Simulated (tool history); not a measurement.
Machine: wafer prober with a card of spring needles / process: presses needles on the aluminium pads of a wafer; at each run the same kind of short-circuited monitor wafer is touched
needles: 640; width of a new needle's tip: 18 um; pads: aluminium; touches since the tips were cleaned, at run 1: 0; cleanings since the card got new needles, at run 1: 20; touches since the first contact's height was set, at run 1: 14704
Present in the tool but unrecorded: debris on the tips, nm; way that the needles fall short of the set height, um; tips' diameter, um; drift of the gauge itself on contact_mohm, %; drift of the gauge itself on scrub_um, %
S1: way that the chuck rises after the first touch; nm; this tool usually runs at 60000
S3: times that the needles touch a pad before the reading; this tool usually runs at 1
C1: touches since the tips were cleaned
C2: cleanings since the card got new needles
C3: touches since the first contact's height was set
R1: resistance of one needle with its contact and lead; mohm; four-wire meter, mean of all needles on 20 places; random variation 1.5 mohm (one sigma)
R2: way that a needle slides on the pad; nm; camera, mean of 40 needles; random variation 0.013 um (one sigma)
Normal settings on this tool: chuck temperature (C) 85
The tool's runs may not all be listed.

{"run": 1, "hour": 0.0, "S1": 60000, "chuck temperature (C)": 85, "S3": 1, "C1": 0, "C2": 20, "C3": 14704, "R1": 182, "R2": 11490}
{"run": 2, "hour": 13.9, "S1": 60000, "chuck temperature (C)": 85, "S3": 3, "C1": 4684, "C2": 20, "C3": 19388, "R1": 224, "R2": 11480}
{"hour": 27.6, "done": "tips cleaned on abrasive film"}
{"run": 3, "hour": 37.5, "S1": 60000, "chuck temperature (C)": 85, "S3": 3, "C1": 3356, "C2": 21, "C3": 27324, "R1": 212, "R2": 11470}
{"hour": 55.1, "done": "tips cleaned on abrasive film"}
{"run": 4, "hour": 59.4, "S1": 42000, "chuck temperature (C)": 85, "S3": 1, "C1": 1447, "C2": 22, "C3": 34653, "R1": 374, "R2": 8000}
{"run": 5, "hour": 78.7, "S1": 42000, "chuck temperature (C)": 85, "S3": 1, "C1": 7948, "C2": 22, "C3": 41154, "R1": 702, "R2": 8000}
{"hour": 82.1, "done": "tips cleaned on abrasive film"}
{"run": 6, "hour": 92.7, "S1": 42000, "chuck temperature (C)": 85, "S3": 1, "C1": 3587, "C2": 23, "C3": 45846, "R1": 506, "R2": 7960}
{"hour": 109.0, "done": "tips cleaned on abrasive film"}
{"run": 7, "hour": 109.5, "S1": 42000, "chuck temperature (C)": 32, "S3": 1, "C1": 182, "C2": 24, "C3": 51485, "R1": 222, "R2": 7980}
{"run": 8, "hour": 122.0, "S1": 60000, "chuck temperature (C)": 85, "S3": 1, "C1": 4388, "C2": 24, "C3": 55691, "R1": 347, "R2": 11410}
{"hour": 136.0, "done": "tips cleaned on abrasive film"}
{"run": 9, "hour": 140.4, "S1": 60000, "chuck temperature (C)": 89, "S3": 1, "C1": 1503, "C2": 25, "C3": 61864, "R1": 256, "R2": 11380}
{"run": 10, "hour": 150.5, "S1": 60000, "chuck temperature (C)": 89, "S3": 1, "C1": 4894, "C2": 25, "C3": 65255, "R1": 371, "R2": 11400}
{"hour": 153.9, "done": "height of the first contact set anew"}
{"hour": 164.7, "done": "tips cleaned on abrasive film"}
{"run": 11, "hour": 174.5, "S1": 60000, "chuck temperature (C)": 89, "S3": 1, "C1": 3318, "C2": 26, "C3": 6916, "R1": 330, "R2": 11510}
{"run": 12, "hour": 184.9, "S1": 57000, "chuck temperature (C)": 99, "S3": 1, "C1": 6834, "C2": 26, "C3": 10432, "R1": 426, "R2": 10940}
{"hour": 191.1, "done": "tips cleaned on abrasive film"}
{"run": 13, "hour": 202.5, "S1": 49000, "chuck temperature (C)": 35, "S3": 1, "C1": 3847, "C2": 27, "C3": 16334, "R1": 456, "R2": 9370}
{"run": 14, "hour": 217.3, "S1": 80000, "chuck temperature (C)": 55, "S3": 1, "C1": 8824, "C2": 27, "C3": 21311, "R1": 314, "R2": 15330}
{"hour": 218.5, "done": "tips cleaned on abrasive film"}
{"run": 15, "hour": 239.9, "S1": 60000, "chuck temperature (C)": 40, "S3": 1, "C1": 7228, "C2": 28, "C3": 28894, "R1": 419, "R2": 11450}
{"hour": 246.1, "done": "tips cleaned on abrasive film"}
{"run": 16, "hour": 249.7, "S1": 63000, "chuck temperature (C)": 85, "S3": 2, "C1": 1218, "C2": 29, "C3": 32169, "R1": 191, "R2": 12030}
{"run": 17, "hour": 265.2, "S1": 58000, "chuck temperature (C)": 28, "S3": 1, "C1": 6441, "C2": 29, "C3": 37392, "R1": 436, "R2": 11080}
{"hour": 272.7, "done": "tips cleaned on abrasive film"}
{"run": 18, "hour": 281.2, "S1": 72000, "chuck temperature (C)": 85, "S3": 1, "C1": 2877, "C2": 30, "C3": 42744, "R1": 257, "R2": 13740}
{"hour": 299.7, "done": "tips cleaned on abrasive film"}
{"run": 19, "hour": 302.3, "S1": 49000, "chuck temperature (C)": 85, "S3": 1, "C1": 894, "C2": 31, "C3": 49823, "R1": 283, "R2": 9300}
{"run": 20, "hour": 316.9, "S1": 49000, "chuck temperature (C)": 85, "S3": 2, "C1": 5808, "C2": 31, "C3": 54737, "R1": 381, "R2": 9290}
{"hour": 327.6, "done": "tips cleaned on abrasive film"}
{"run": 21, "hour": 328.9, "S1": 49000, "chuck temperature (C)": 85, "S3": 2, "C1": 409, "C2": 32, "C3": 58741, "R1": 197, "R2": 9280}

Each row is a separate what-if for the run after 21, all from the same tool condition, not one after another. Results?
{"hour": 350.9, "done": "height of the first contact set anew"}
{"run": "A", "hour": 351.0, "S1": 46000, "chuck temperature (C)": 32, "S3": 2, "C1": 7782, "C2": 32, "C3": 32, "R1": "?", "R2": "?"}
{"hour": 350.9, "done": "height of the first contact set anew"}
{"run": "B", "hour": 351.0, "S1": 77000, "chuck temperature (C)": 120, "S3": 1, "C1": 7782, "C2": 32, "C3": 32, "R1": "?", "R2": "?"}
{"hour": 350.9, "done": "height of the first contact set anew"}
{"run": "C", "hour": 351.0, "S1": 62000, "chuck temperature (C)": 49, "S3": 2, "C1": 7782, "C2": 32, "C3": 32, "R1": "?", "R2": "?"}
{"hour": 350.9, "done": "height of the first contact set anew"}
{"run": "D", "hour": 351.0, "S1": 49000, "chuck temperature (C)": 85, "S3": 2, "C1": 7782, "C2": 32, "C3": 32, "R1": "?", "R2": "?"}
{"hour": 350.9, "done": "height of the first contact set anew"}
{"run": "E", "hour": 351.0, "S1": 60000, "chuck temperature (C)": 119, "S3": 3, "C1": 7782, "C2": 32, "C3": 32, "R1": "?", "R2": "?"}

run=A R1=455 R2=8840
run=B R1=308 R2=14810
run=C R1=310 R2=11900
run=D R1=407 R2=9420
run=E R1=252 R2=11510
With no hidden state in the tool, these same runs would have given:
run=A R1=148 R2=8840
run=B R1=143 R2=14810
run=C R1=141 R2=11900
run=D R1=156 R2=9420
run=E R1=154 R2=11510

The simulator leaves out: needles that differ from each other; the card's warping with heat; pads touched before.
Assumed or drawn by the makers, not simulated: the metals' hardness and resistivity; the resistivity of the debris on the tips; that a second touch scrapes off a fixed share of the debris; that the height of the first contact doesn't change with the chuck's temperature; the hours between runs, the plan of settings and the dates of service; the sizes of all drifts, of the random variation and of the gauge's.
